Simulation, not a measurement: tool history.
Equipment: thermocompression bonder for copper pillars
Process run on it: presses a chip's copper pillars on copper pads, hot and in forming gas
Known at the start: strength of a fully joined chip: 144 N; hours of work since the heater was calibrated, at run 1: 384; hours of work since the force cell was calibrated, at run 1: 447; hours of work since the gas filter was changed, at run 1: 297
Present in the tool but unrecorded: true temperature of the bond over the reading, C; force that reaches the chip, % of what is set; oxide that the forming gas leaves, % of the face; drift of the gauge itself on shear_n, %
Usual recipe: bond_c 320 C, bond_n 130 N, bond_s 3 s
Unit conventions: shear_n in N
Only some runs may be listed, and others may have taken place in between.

| run | hour | bond_c | bond_n | bond_s | hours of work since the heater was calibrated | hours of work since the force cell was calibrated | hours of work since the gas filter was changed | shear_n |
|---|---|---|---|---|---|---|---|---|
| 1 | 0 | 320 | 130 | 3 | 384 | 447 | 297 | 62.2 |
| 2 | 26 | 320 | 130 | 3 | 397 | 459 | 310 | 61.6 |
|  | 35.2 | forming gas filter changed |
| 3 | 42.6 | 320 | 130 | 3 | 405 | 467 | 4 | 68.3 |
| 4 | 61.6 | 320 | 130 | 3 | 414 | 476 | 13 | 67.8 |
| 5 | 78.2 | 347 | 130 | 3 | 422 | 484 | 21 | 92.4 |
| 6 | 106.6 | 303 | 130 | 3 | 435 | 498 | 34 | 54 |
| 7 | 136.3 | 303 | 130 | 3 | 449 | 512 | 49 | 52.6 |
| 8 | 164.6 | 303 | 130 | 3 | 463 | 525 | 62 | 54.7 |
| 9 | 195.2 | 320 | 130 | 3 | 478 | 540 | 77 | 66.8 |
| 10 | 217.6 | 320 | 130 | 3 | 489 | 551 | 88 | 65.6 |
| 11 | 247.6 | 320 | 130 | 3 | 503 | 565 | 102 | 65.1 |
| 12 | 271.8 | 329 | 130 | 3 | 514 | 577 | 114 | 74.1 |
| 13 | 290.2 | 329 | 130 | 3 | 523 | 586 | 122 | 74 |
| 14 | 318.5 | 329 | 130 | 3 | 537 | 599 | 136 | 71.9 |
| 15 | 339.9 | 329 | 130 | 5 | 547 | 610 | 146 | 85.6 |
| 16 | 362.6 | 320 | 130 | 3 | 558 | 620 | 157 | 65.2 |
| 17 | 387.4 | 320 | 122 | 3 | 570 | 632 | 169 | 60.6 |
| 18 | 411 | 320 | 122 | 3 | 581 | 644 | 180 | 61.9 |
| 19 | 440.9 | 320 | 122 | 3 | 596 | 658 | 195 | 59.9 |
| 20 | 459.9 | 338 | 130 | 3 | 605 | 667 | 204 | 77.3 |
| 21 | 488.9 | 347 | 105 | 3 | 619 | 681 | 218 | 73.6 |
| 22 | 522.1 | 320 | 155 | 3 | 635 | 697 | 234 | 72.2 |
| 23 | 536.5 | 320 | 155 | 3 | 641 | 704 | 240 | 70.9 |
| 24 | 570.8 | 314 | 162 | 2 | 658 | 720 | 257 | 58.6 |
| 25 | 604.5 | 306 | 130 | 2 | 674 | 736 | 273 | 43.7 |
| 26 | 620.6 | 312 | 130 | 3 | 682 | 744 | 281 | 54.9 |
| 27 | 637.9 | 320 | 173 | 4 | 690 | 752 | 289 | 82.7 |
| 28 | 668 | 320 | 173 | 4 | 705 | 767 | 304 | 80.9 |
|  | 690.8 | forming gas filter changed |
| 29 | 701.5 | 320 | 173 | 4 | 720 | 783 | 5 | 90.8 |
| 30 | 721 | 320 | 173 | 4 | 730 | 792 | 14 | 90.3 |
| 31 | 749.1 | 339 | 174 | 4 | 743 | 806 | 28 | 108.4 |
| 32 | 768.7 | 317 | 131 | 2 | 753 | 815 | 37 | 56.4 |
| 33 | 790.5 | 339 | 136 | 3 | 763 | 825 | 48 | 85.4 |
| 34 | 819.2 | 327 | 130 | 4 | 777 | 839 | 62 | 79.2 |
| 35 | 835.6 | 327 | 132 | 4 | 785 | 847 | 69 | 79.6 |
| 36 | 859.3 | 331 | 138 | 2 | 796 | 858 | 81 | 67.8 |
| 37 | 879.9 | 331 | 138 | 2 | 806 | 868 | 91 | 68.3 |
| 38 | 914.3 | 296 | 103 | 2 | 822 | 885 | 107 | 29.6 |
| 39 | 938.9 | 329 | 86 | 5 | 834 | 897 | 119 | 63.7 |
| 40 | 961.6 | 329 | 86 | 5 | 845 | 907 | 130 | 61 |

Each row is a separate what-if for the run after 40, all from the same tool condition, not one after another. Results?
| A | 980.4 | 329 | 86 | 3 | 854 | 917 | 139 | ? |
| B | 980.4 | 300 | 130 | 3 | 854 | 917 | 139 | ? |
| C | 980.4 | 329 | 106 | 7 | 854 | 917 | 139 | ? |
| D | 980.4 | 334 | 164 | 3 | 854 | 917 | 139 | ? |

| run | shear_n |
|---|---|
| A | 51 |
| B | 48.3 |
| C | 81.1 |
| D | 89.6 |
Had the tool no hidden state, the same runs would have come out as:
| run | shear_n |
|---|---|
| A | 55.9 |
| B | 53.3 |
| C | 88 |
| D | 96.9 |
